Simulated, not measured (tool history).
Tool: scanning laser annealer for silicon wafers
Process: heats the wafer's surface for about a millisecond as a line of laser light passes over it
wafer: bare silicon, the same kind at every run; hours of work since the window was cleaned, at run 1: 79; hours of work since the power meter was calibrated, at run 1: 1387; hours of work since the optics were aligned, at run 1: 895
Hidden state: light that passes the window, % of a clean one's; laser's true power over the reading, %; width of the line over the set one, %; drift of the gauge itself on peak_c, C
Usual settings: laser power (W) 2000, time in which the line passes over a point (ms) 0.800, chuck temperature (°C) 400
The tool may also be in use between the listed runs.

run,hour,laser power (W),time in which the line passes over a point (ms),chuck temperature (°C),hours of work since the window was cleaned,hours of work since the power meter was calibrated,hours of work since the optics were aligned,highest temperature of the surface (°C)
1,0.0,2000,0.800,400,79,1387,895,1190
2,44.4,2000,0.800,400,99,1407,915,1189
3,106.8,2000,0.800,400,128,1435,944,1188
4,192.3,2000,0.800,400,167,1474,983,1189
5,239.8,2000,0.800,400,188,1496,1005,1186
6,305.5,2000,0.800,400,218,1526,1035,1186
7,363.9,2000,0.800,400,245,1553,1061,1184
8,448.8,2000,0.800,400,284,1591,1100,1183
9,503.2,2000,0.800,400,309,1616,1125,1182
10,573.2,2000,0.570,400,340,1648,1157,1043
11,668.7,2000,0.570,400,384,1692,1200,1041
12,770.3,2000,1.000,400,430,1738,1247,1282
13,852.9,2000,0.800,415,468,1776,1284,1193
14,944.4,2000,0.800,415,510,1818,1326,1191
15,1048.1,2000,0.800,415,557,1865,1373,1189
16,1133.3,2000,0.800,415,596,1904,1412,1187
17,1181.4,2000,0.800,400,618,1926,1434,1171
18,1269.7,2000,0.800,400,658,1966,1474,1168
19,1328.4,2000,0.800,373,685,1993,1501,1141
20,1407.1,2000,0.800,431,721,2029,1537,1198
21,1484.3,2000,0.800,431,756,2064,1572,1194
22,1556.8,1852,0.636,438,789,2097,1605,1045
# hour 1586.5: window over the wafer cleaned
23,1656.1,1852,0.636,438,32,2141,1650,1073
24,1740.8,1852,0.998,369,70,2180,1688,1185
25,1798.6,1852,0.998,369,97,2206,1715,1183
26,1884.5,2172,0.899,400,136,2246,1754,1338
27,1947.1,2000,0.898,400,165,2274,1783,1242
28,2033.0,2000,0.629,400,204,2313,1822,1085
# hour 2076.3: optics aligned, line set to its width
29,2088.6,2000,0.865,430,227,2336,6,1258
30,2169.7,2004,0.865,430,264,2373,43,1260
31,2242.5,1861,0.596,398,297,2407,76,1008
32,2329.8,2082,0.774,437,337,2446,116,1253
33,2424.8,2082,0.774,437,380,2490,159,1252
34,2513.0,2000,0.757,393,420,2530,199,1157
35,2592.1,1746,0.664,372,457,2566,235,965
36,2689.1,1792,0.572,399,501,2610,280,961
37,2754.1,1792,0.572,399,530,2640,309,958
38,2799.1,2000,0.666,413,551,2661,330,1116
39,2853.5,2000,0.666,424,576,2685,355,1125
40,2933.1,2126,0.666,425,612,2722,391,1182

5 ways to go on from here, each from the tool as it stands after run 40. What would each give?
A,2989.0,2174,0.769,378,638,2747,416,?
B,2989.0,1809,0.666,438,638,2747,416,?
C,2989.0,2126,0.734,425,638,2747,416,?
D,2989.0,2126,0.940,412,638,2747,416,?
E,2989.0,1824,0.666,425,638,2747,416,?

run,highest temperature of the surface (°C)
A,1225
B,1053
C,1226
D,1337
E,1048
Without the tool's hidden state the same runs would have given:
run,highest temperature of the surface (°C)
A,1244
B,1067
C,1244
D,1359
E,1062
